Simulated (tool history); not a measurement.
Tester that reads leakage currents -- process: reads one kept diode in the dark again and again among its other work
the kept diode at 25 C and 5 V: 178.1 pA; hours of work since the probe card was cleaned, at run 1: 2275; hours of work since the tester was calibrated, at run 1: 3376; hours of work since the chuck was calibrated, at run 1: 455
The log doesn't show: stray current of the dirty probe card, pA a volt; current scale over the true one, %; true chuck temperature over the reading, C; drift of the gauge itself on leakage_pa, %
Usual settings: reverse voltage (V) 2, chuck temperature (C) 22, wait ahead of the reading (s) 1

| run | hour | reverse voltage (V) | chuck temperature (C) | wait ahead of the reading (s) | hours of work since the probe card was cleaned | hours of work since the tester was calibrated | hours of work since the chuck was calibrated | current that the tester gives (pA) |
|---|---|---|---|---|---|---|---|---|
| 1 | 0 | 2 | 22 | 1 | 2275 | 3376 | 455 | 77.41 |
|  | 118.1 | chuck's temperature calibrated |
| 2 | 189.2 | 2 | 22 | 1 | 2352 | 3453 | 29 | 86.89 |
| 3 | 341.4 | 2 | 22 | 1 | 2415 | 3516 | 92 | 85.86 |
| 4 | 555.1 | 2 | 22 | 1 | 2503 | 3604 | 180 | 84.28 |
| 5 | 702 | 2 | 22 | 5.01 | 2564 | 3665 | 241 | 82.91 |
| 6 | 931.7 | 2 | 22 | 5.01 | 2659 | 3760 | 336 | 80.63 |
| 7 | 1097.1 | 2 | 22 | 5.01 | 2727 | 3828 | 404 | 79.41 |
| 8 | 1219.9 | 2 | 22 | 5.01 | 2777 | 3879 | 455 | 78.4 |
|  | 1347.6 | chuck's temperature calibrated |
| 9 | 1347.6 | 17.12 | 22 | 1 | 2829 | 3931 | 0 | 256.43 |
| 10 | 1565.7 | 4.63 | 22 | 1 | 2919 | 4021 | 90 | 130.77 |
| 11 | 1760.9 | 4.63 | 22 | 1 | 3000 | 4101 | 171 | 128.23 |
|  | 1820.3 | probe card cleaned and baked |
| 12 | 1998.7 | 2 | 36 | 1 | 74 | 4198 | 267 | 285.74 |
| 13 | 2234.7 | 2 | 36 | 1 | 171 | 4295 | 365 | 279.35 |
| 14 | 2459.6 | 2 | 22 | 1 | 264 | 4388 | 458 | 76.97 |
|  | 2568.3 | chuck's temperature calibrated |
| 15 | 2667.6 | 2 | 22 | 1 | 349 | 4473 | 41 | 84.92 |
| 16 | 2886.4 | 2 | 22 | 1 | 439 | 4563 | 131 | 83.03 |
| 17 | 3098.6 | 2 | 22 | 1 | 527 | 4651 | 219 | 80.86 |
| 18 | 3269.6 | 2 | 44 | 1 | 597 | 4721 | 289 | 554.82 |
| 19 | 3455.6 | 2 | 44 | 1 | 674 | 4798 | 366 | 544.49 |
| 20 | 3688.1 | 2 | 22 | 1 | 770 | 4894 | 462 | 76.33 |
|  | 3786.4 | chuck's temperature calibrated |
| 21 | 3924 | 2.54 | 26 | 3.48 | 866 | 4991 | 57 | 137.41 |
|  | 3972.8 | tester calibrated |
| 22 | 4046.3 | 2.54 | 26 | 3.48 | 916 | 30 | 106 | 140.27 |
| 23 | 4252.3 | 2 | 23 | 0.31 | 1001 | 115 | 191 | 94.13 |
| 24 | 4407.9 | 2.27 | 23 | 1.04 | 1065 | 180 | 256 | 97.66 |
| 25 | 4611 | 5.81 | 23 | 1.04 | 1149 | 263 | 339 | 149.59 |
| 26 | 4748.3 | 5.81 | 23 | 1.04 | 1206 | 320 | 396 | 147.92 |
| 27 | 4972.4 | 5.81 | 23 | 1.04 | 1298 | 412 | 488 | 145.34 |
|  | 5006 | chuck's temperature calibrated |
| 28 | 5137.6 | 5.81 | 23 | 1.04 | 1365 | 480 | 54 | 156.99 |
| 29 | 5318.6 | 5.81 | 23 | 1.04 | 1440 | 554 | 129 | 155.78 |
| 30 | 5460.1 | 8.94 | 34 | 1.67 | 1498 | 613 | 187 | 499.89 |
| 31 | 5643.1 | 1.22 | 22 | 1 | 1574 | 688 | 263 | 65.06 |
| 32 | 5828.9 | 2 | 38 | 1.44 | 1651 | 765 | 340 | 335.11 |
| 33 | 6025.3 | 2 | 38 | 1.44 | 1732 | 846 | 421 | 329.87 |
|  | 6225.3 | chuck's temperature calibrated |
| 34 | 6248.2 | 7.96 | 52 | 0.6 | 1823 | 937 | 9 | 2162.39 |
| 35 | 6421.9 | 2 | 22 | 2.56 | 1894 | 1009 | 81 | 86.7 |
| 36 | 6648.8 | 2 | 46 | 2.26 | 1988 | 1102 | 175 | 682.99 |
| 37 | 6877 | 2 | 42 | 1 | 2082 | 1197 | 269 | 483.54 |
| 38 | 7099.1 | 2.87 | 48 | 1.71 | 2174 | 1288 | 360 | 912.11 |
| 39 | 7308.2 | 3.78 | 52 | 2.17 | 2260 | 1374 | 447 | 1396.83 |

4 ways to go on from here, each from the tool as it stands after run 39. What would each give?
|  | 7458.6 | chuck's temperature calibrated |
| A | 7483.6 | 2 | 52 | 1 | 2332 | 1446 | 10 | ? |
|  | 7458.6 | chuck's temperature calibrated |
| B | 7483.6 | 13.11 | 52 | 2.17 | 2332 | 1446 | 10 | ? |
|  | 7458.6 | chuck's temperature calibrated |
| C | 7483.6 | 1.02 | 52 | 2.17 | 2332 | 1446 | 10 | ? |
|  | 7458.6 | chuck's temperature calibrated |
| D | 7483.6 | 6.31 | 43 | 3.16 | 2332 | 1446 | 10 | ? |

| run | current that the tester gives (pA) |
|---|---|
| A | 1125.13 |
| B | 2738.44 |
| C | 824.95 |
| D | 943.11 |
With no hidden state in the tool, these same runs would have given:
| run | current that the tester gives (pA) |
|---|---|
| A | 1140.25 |
| B | 2767.54 |
| C | 836.45 |
| D | 951.87 |

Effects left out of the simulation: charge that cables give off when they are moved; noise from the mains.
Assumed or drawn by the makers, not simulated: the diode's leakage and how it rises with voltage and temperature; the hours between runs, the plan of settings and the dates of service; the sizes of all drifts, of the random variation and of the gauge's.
